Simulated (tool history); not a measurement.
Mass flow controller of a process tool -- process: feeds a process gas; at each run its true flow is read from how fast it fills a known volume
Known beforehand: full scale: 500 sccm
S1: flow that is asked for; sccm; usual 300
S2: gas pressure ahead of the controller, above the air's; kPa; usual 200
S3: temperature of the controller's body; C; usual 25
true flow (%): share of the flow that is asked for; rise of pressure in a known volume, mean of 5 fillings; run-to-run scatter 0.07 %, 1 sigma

{"run": 1, "hour": 0.0, "S1": 300, "S2": 200, "S3": 25, "true flow (%)": 97.31}
{"run": 2, "hour": 252.2, "S1": 300, "S2": 200, "S3": 25, "true flow (%)": 97.35}
{"run": 3, "hour": 391.5, "S1": 122, "S2": 200, "S3": 25, "true flow (%)": 96.52}
{"run": 4, "hour": 679.0, "S1": 122, "S2": 200, "S3": 25, "true flow (%)": 96.45}
{"run": 5, "hour": 921.4, "S1": 122, "S2": 200, "S3": 25, "true flow (%)": 96.62}
{"run": 6, "hour": 1189.7, "S1": 122, "S2": 200, "S3": 25, "true flow (%)": 96.77}
{"run": 7, "hour": 1392.6, "S1": 122, "S2": 200, "S3": 25, "true flow (%)": 96.87}
{"run": 8, "hour": 1527.3, "S1": 122, "S2": 200, "S3": 25, "true flow (%)": 96.86}
{"run": 9, "hour": 1662.1, "S1": 122, "S2": 200, "S3": 25, "true flow (%)": 96.91}
{"run": 10, "hour": 1943.0, "S1": 122, "S2": 200, "S3": 25, "true flow (%)": 97.23}
{"run": 11, "hour": 2169.6, "S1": 89, "S2": 200, "S3": 25, "true flow (%)": 97.53}
{"run": 12, "hour": 2470.8, "S1": 89, "S2": 200, "S3": 25, "true flow (%)": 97.54}
{"run": 13, "hour": 2606.9, "S1": 89, "S2": 200, "S3": 25, "true flow (%)": 97.73}
{"run": 14, "hour": 2783.8, "S1": 89, "S2": 200, "S3": 25, "true flow (%)": 97.83}
{"run": 15, "hour": 2968.7, "S1": 300, "S2": 200, "S3": 25, "true flow (%)": 97.32}
{"hour": 2996.6, "done": "controller's zero set anew"}
{"run": 16, "hour": 3100.1, "S1": 300, "S2": 200, "S3": 25, "true flow (%)": 97.67}
{"run": 17, "hour": 3271.2, "S1": 300, "S2": 200, "S3": 25, "true flow (%)": 97.7}
{"run": 18, "hour": 3510.5, "S1": 308, "S2": 200, "S3": 25, "true flow (%)": 97.67}
{"run": 19, "hour": 3691.0, "S1": 300, "S2": 200, "S3": 25, "true flow (%)": 97.55}
{"run": 20, "hour": 3914.8, "S1": 300, "S2": 204, "S3": 25, "true flow (%)": 97.63}
{"run": 21, "hour": 4163.4, "S1": 300, "S2": 204, "S3": 25, "true flow (%)": 97.69}
{"run": 22, "hour": 4395.3, "S1": 278, "S2": 159, "S3": 29, "true flow (%)": 97.38}
{"hour": 4498.6, "done": "controller's zero set anew, once more"}
{"run": 23, "hour": 4639.2, "S1": 278, "S2": 159, "S3": 29, "true flow (%)": 95.92}
{"run": 24, "hour": 4779.0, "S1": 278, "S2": 159, "S3": 29, "true flow (%)": 95.96}
{"run": 25, "hour": 5009.1, "S1": 278, "S2": 142, "S3": 25, "true flow (%)": 96.21}
{"run": 26, "hour": 5226.8, "S1": 104, "S2": 261, "S3": 32, "true flow (%)": 94.82}
{"run": 27, "hour": 5447.3, "S1": 104, "S2": 261, "S3": 32, "true flow (%)": 95.03}

Run 28 has not been measured yet. What should we expect?
{"run": 28, "hour": 5591.7, "S1": 104, "S2": 261, "S3": 32, "true flow (%)": "?"}

true flow (%): 95.11
Minus the tool's unlogged condition, the same run would have read true flow (%) 97.00.

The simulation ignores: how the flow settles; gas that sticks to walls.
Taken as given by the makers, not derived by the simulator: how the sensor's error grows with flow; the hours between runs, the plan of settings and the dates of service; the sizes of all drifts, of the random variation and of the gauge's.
